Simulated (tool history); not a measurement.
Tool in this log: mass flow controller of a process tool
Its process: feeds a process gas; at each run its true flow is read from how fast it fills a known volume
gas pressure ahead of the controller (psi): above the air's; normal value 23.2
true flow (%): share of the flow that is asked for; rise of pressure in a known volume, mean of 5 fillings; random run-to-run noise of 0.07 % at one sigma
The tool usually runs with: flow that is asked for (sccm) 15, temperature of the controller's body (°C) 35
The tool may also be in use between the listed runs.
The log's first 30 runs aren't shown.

run,hour,flow that is asked for (sccm),gas pressure ahead of the controller (psi),temperature of the controller's body (°C),hours of work since the controller was set to zero,hours of work since the controller was changed,true flow (%)
31,1849.8,15,29.3,24,1919,1919,97.57
32,1922.4,15,27.1,25,1960,1960,97.33
33,1988.7,15,27.1,25,1997,1997,97.30
34,2041.2,17,27.1,34,2026,2026,96.98
35,2102.7,17,27.1,34,2061,2061,96.94
36,2158.3,15,23.2,20,2092,2092,97.39
37,2214.9,15,23.2,20,2124,2124,97.49
38,2286.9,42,25.1,26,2164,2164,98.79
39,2343.3,15,23.2,30,2195,2195,96.81
40,2395.3,15,35.5,35,2225,2225,96.00
41,2459.2,5,39.5,39,2260,2260,94.89
42,2539.8,5,39.5,39,2305,2305,94.85

Alternative continuations, all from the tool just after run 42; predict every row:
A,2577.0,49,32.3,22,2326,2326,?
B,2577.0,15,23.8,34,2326,2326,?
C,2577.0,23,39.9,23,2326,2326,?
D,2577.0,15,29.2,30,2326,2326,?

run,true flow (%)
A,98.49
B,96.35
C,96.53
D,96.18
Stripped of hidden state, with their random variation kept, the same runs would have yielded:
run,true flow (%)
A,99.88
B,97.71
C,97.89
D,97.55
